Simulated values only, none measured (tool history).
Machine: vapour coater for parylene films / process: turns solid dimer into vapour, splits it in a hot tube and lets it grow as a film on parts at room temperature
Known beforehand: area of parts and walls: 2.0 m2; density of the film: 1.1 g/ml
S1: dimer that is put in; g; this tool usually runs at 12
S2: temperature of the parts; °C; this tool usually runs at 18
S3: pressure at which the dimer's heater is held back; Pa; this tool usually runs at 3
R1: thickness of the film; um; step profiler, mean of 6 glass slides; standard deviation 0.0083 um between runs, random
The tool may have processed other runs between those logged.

run,hour,S1,S2,S3,R1
1,0,12,18,3,2.727
2,34.3,12,18,3,2.712
3,68.3,12,18,4.95,2.502
4,99.3,12,18,4.95,2.505
5,120.5,12,18,4.95,2.487
6,143.3,12,26,3,2.001
7,175.4,12,20,3,2.484
8,203.5,12,20,11.8,2.016
9,235,12,20,11.8,2.01
10,269.1,12,18,7.03,2.331
11,286.3,12,18,7.03,2.325
12,308.8,12,18,7.03,2.312
13,343.5,12,18,11,2.165
14,360.9,12,18,11,2.165
15,380.4,21,10,4.59,5.789
16,397.9,21,10,4.59,5.803
17,414.2,21,10,4.59,5.783
18,431.8,10,20,4.42,1.896
19,460.9,5,13,2.77,1.326
# hour 464.6: table's thermometer calibrated
20,495.9,5,13,2.77,1.322
21,516.5,12,16,3,2.799
# hour 523.6: trap's valve overhauled
22,554.1,12,16,3,2.923
23,585.9,12,16,3,2.948
24,604.2,8,20,7.65,1.441
25,631.7,14,20,7.79,2.537
26,650.4,14,22,9.87,2.256
# hour 662.3: table's thermometer calibrated, once more
27,684.1,14,22,9.87,2.23
28,704.7,6,22,3.12,1.149

Run by run, hidden condition taken away, random variation retained:
Hidden conditions of the tool in this case: vapour lost through the trap's worn valve, %; true temperature of the parts over the reading, C; drift of the gauge itself on film_um, %.
run,R1
1,2.735
2,2.728
3,2.523
4,2.534
5,2.52
6,2.031
7,2.529
8,2.057
9,2.056
10,2.391
11,2.389
12,2.381
13,2.235
14,2.239
15,5.998
16,6.021
17,6.01
18,1.974
19,1.383
20,1.38
21,2.927
22,2.93
23,2.962
24,1.45
25,2.559
26,2.278
27,2.276
28,1.174
